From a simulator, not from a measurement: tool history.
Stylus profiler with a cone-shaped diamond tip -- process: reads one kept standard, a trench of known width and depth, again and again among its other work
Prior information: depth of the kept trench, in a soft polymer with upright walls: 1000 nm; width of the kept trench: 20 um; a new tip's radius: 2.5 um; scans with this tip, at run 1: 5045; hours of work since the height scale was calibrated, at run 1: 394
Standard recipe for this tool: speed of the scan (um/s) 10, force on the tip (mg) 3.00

run,hour,speed of the scan (um/s),force on the tip (mg),scans with this tip,hours of work since the height scale was calibrated,depth of the trench (Å),width of the trench's floor (nm)
1,0.0,10,3.00,5045,394,10084.3,15080
2,50.9,10,3.00,5460,426,10081.8,14890
3,130.4,10,3.00,6107,477,10082.2,14830
4,179.8,16,3.00,6509,508,10079.0,14760
5,236.1,10,3.00,6968,544,10075.4,14680
6,296.1,10,4.90,7455,582,10114.4,14690
7,349.0,10,4.90,7886,615,10117.3,14610
8,417.0,10,4.90,8440,659,10109.0,14470
9,481.2,10,3.00,8963,700,10070.1,14440
10,560.5,10,3.00,9608,750,10066.5,14320
11,613.7,10,3.00,10042,784,10063.4,14270
12,681.1,10,3.00,10591,827,10064.8,14180
13,746.8,10,3.00,11125,868,10064.9,14120
14,785.4,10,3.00,11440,893,10058.5,14120
15,837.5,10,3.00,11863,926,10062.3,14020
16,905.1,10,3.00,12414,969,10061.0,13970
17,946.8,10,3.00,12754,995,10055.9,13940
18,986.1,10,3.00,13074,1020,10052.6,13910
19,1036.8,10,3.00,13487,1053,10052.3,13850
20,1103.2,10,3.00,14027,1095,10049.1,13770
21,1167.6,10,3.00,14551,1136,10048.6,13770
22,1215.1,10,3.00,14939,1166,10047.3,13670
23,1275.5,10,3.00,15430,1204,10043.6,13590
24,1356.0,9,4.81,16086,1255,10079.7,13520
# hour 1364.1: height scale calibrated on a step standard
25,1427.9,4,6.74,16667,41,10090.7,13470
26,1471.0,4,6.74,17017,68,10089.3,13490
27,1530.3,3,7.54,17501,106,10104.3,13390

Estimate the outcome of run 28 from the log above:
28,1611.3,3,7.54,18160,157,?,?

Run 28 produced depth of the trench (Å) 10097.9, width of the trench's floor (nm) 13330.
The same run, on a tool lacking any hidden state, would have yielded depth of the trench (Å) 10186.7, width of the trench's floor (nm) 16000.
